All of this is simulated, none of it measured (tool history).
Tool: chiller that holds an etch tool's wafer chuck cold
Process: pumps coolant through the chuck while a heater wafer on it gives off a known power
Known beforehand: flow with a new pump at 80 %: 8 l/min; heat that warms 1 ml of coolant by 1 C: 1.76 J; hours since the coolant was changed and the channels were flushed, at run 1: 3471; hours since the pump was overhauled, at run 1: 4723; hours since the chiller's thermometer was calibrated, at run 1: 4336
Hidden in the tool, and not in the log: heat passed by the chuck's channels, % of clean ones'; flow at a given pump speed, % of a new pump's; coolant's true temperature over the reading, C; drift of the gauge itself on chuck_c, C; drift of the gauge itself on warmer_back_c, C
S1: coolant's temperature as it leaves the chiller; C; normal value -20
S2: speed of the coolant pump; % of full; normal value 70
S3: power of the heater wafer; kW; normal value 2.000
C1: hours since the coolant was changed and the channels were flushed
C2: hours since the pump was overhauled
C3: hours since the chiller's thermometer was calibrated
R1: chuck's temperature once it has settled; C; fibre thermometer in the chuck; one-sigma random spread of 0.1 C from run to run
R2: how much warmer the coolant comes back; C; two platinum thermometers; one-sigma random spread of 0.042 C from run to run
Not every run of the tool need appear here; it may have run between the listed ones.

{"run": 1, "hour": 0.0, "S1": -20, "S2": 70, "S3": 2.0, "C1": 3471, "C2": 4723, "C3": 4336, "R1": -0.7, "R2": 10.2}
{"run": 2, "hour": 126.9, "S1": -20, "S2": 70, "S3": 2.0, "C1": 3598, "C2": 4850, "C3": 4463, "R1": -0.5, "R2": 10.22}
{"run": 3, "hour": 288.4, "S1": -20, "S2": 70, "S3": 2.0, "C1": 3759, "C2": 5012, "C3": 4625, "R1": -0.4, "R2": 10.24}
{"run": 4, "hour": 462.3, "S1": -20, "S2": 64, "S3": 2.0, "C1": 3933, "C2": 5186, "C3": 4799, "R1": 0.9, "R2": 11.27}
{"run": 5, "hour": 584.0, "S1": -20, "S2": 64, "S3": 2.0, "C1": 4055, "C2": 5307, "C3": 4920, "R1": 1.4, "R2": 11.23}
{"run": 6, "hour": 708.8, "S1": -20, "S2": 64, "S3": 2.0, "C1": 4180, "C2": 5432, "C3": 5045, "R1": 1.4, "R2": 11.27}
{"run": 7, "hour": 879.3, "S1": -20, "S2": 64, "S3": 2.0, "C1": 4350, "C2": 5603, "C3": 5216, "R1": 1.4, "R2": 11.23}
{"run": 8, "hour": 1025.7, "S1": -20, "S2": 70, "S3": 1.15, "C1": 4497, "C2": 5749, "C3": 5362, "R1": -8.7, "R2": 5.88}
{"hour": 1051.7, "done": "coolant pump overhauled"}
{"run": 9, "hour": 1170.4, "S1": -20, "S2": 70, "S3": 1.15, "C1": 4637, "C2": 119, "C3": 5502, "R1": -8.7, "R2": 6.0}
{"run": 10, "hour": 1321.3, "S1": -20, "S2": 70, "S3": 1.15, "C1": 4787, "C2": 270, "C3": 5653, "R1": -8.6, "R2": 6.01}
{"run": 11, "hour": 1498.6, "S1": -20, "S2": 63, "S3": 2.0, "C1": 4965, "C2": 447, "C3": 5830, "R1": 2.2, "R2": 11.68}
{"hour": 1615.9, "done": "chiller's thermometer calibrated"}
{"run": 12, "hour": 1716.1, "S1": -20, "S2": 61, "S3": 2.0, "C1": 5181, "C2": 663, "C3": 100, "R1": 3.3, "R2": 12.16}
{"run": 13, "hour": 1862.7, "S1": -20, "S2": 61, "S3": 2.0, "C1": 5328, "C2": 810, "C3": 247, "R1": 3.1, "R2": 12.12}
{"hour": 1935.1, "done": "coolant pump overhauled, once more"}
{"run": 14, "hour": 2018.2, "S1": -16, "S2": 89, "S3": 1.494, "C1": 5478, "C2": 83, "C3": 397, "R1": -3.8, "R2": 5.71}
{"run": 15, "hour": 2234.0, "S1": -12, "S2": 67, "S3": 2.057, "C1": 5694, "C2": 299, "C3": 613, "R1": 8.9, "R2": 10.45}
{"run": 16, "hour": 2376.5, "S1": -26, "S2": 90, "S3": 2.057, "C1": 5837, "C2": 441, "C3": 756, "R1": -9.2, "R2": 7.86}
{"run": 17, "hour": 2602.0, "S1": -26, "S2": 90, "S3": 2.057, "C1": 6062, "C2": 667, "C3": 981, "R1": -9.3, "R2": 7.84}
{"hour": 2812.5, "done": "coolant changed, channels flushed"}
{"run": 18, "hour": 2819.7, "S1": -26, "S2": 90, "S3": 2.057, "C1": 7, "C2": 879, "C3": 1193, "R1": -10.7, "R2": 7.86}
{"run": 19, "hour": 3006.4, "S1": -28, "S2": 61, "S3": 2.872, "C1": 194, "C2": 1065, "C3": 1380, "R1": 1.4, "R2": 16.28}
{"run": 20, "hour": 3232.9, "S1": -28, "S2": 61, "S3": 2.872, "C1": 420, "C2": 1292, "C3": 1606, "R1": 1.3, "R2": 16.28}
{"run": 21, "hour": 3334.2, "S1": -28, "S2": 61, "S3": 2.872, "C1": 522, "C2": 1393, "C3": 1707, "R1": 1.5, "R2": 16.31}
{"run": 22, "hour": 3564.4, "S1": -19, "S2": 70, "S3": 2.0, "C1": 752, "C2": 1623, "C3": 1937, "R1": -0.6, "R2": 9.96}
{"run": 23, "hour": 3741.5, "S1": -19, "S2": 70, "S3": 2.0, "C1": 929, "C2": 1800, "C3": 2115, "R1": -0.5, "R2": 9.91}
{"run": 24, "hour": 3975.4, "S1": -20, "S2": 97, "S3": 2.0, "C1": 1163, "C2": 2034, "C3": 2349, "R1": -5.8, "R2": 7.15}
{"run": 25, "hour": 4197.6, "S1": -24, "S2": 93, "S3": 2.495, "C1": 1385, "C2": 2256, "C3": 2571, "R1": -5.4, "R2": 9.4}

Alternative continuations, all from the tool just after run 25; predict every row:
{"run": "A", "hour": 4354.0, "S1": -21, "S2": 96, "S3": 2.0, "C1": 1542, "C2": 2413, "C3": 2727, "R1": "?", "R2": "?"}
{"run": "B", "hour": 4354.0, "S1": -16, "S2": 68, "S3": 1.999, "C1": 1542, "C2": 2413, "C3": 2727, "R1": "?", "R2": "?"}
{"run": "C", "hour": 4354.0, "S1": -13, "S2": 60, "S3": 2.204, "C1": 1542, "C2": 2413, "C3": 2727, "R1": "?", "R2": "?"}
{"run": "D", "hour": 4354.0, "S1": -15, "S2": 93, "S3": 2.495, "C1": 1542, "C2": 2413, "C3": 2727, "R1": "?", "R2": "?"}
{"run": "E", "hour": 4354.0, "S1": -26, "S2": 83, "S3": 1.525, "C1": 1542, "C2": 2413, "C3": 2727, "R1": "?", "R2": "?"}

run=A R1=-6.5 R2=7.24
run=B R1=3.1 R2=10.33
run=C R1=10.5 R2=12.91
run=D R1=3.7 R2=9.34
run=E R1=-13.6 R2=6.41
The same runs, with their run-to-run variation unchanged, on a tool lacking any hidden condition would have given:
run=A R1=-6.9 R2=7.05
run=B R1=2.4 R2=10.06
run=C R1=9.6 R2=12.57
run=D R1=3.0 R2=9.10
run=E R1=-13.9 R2=6.24
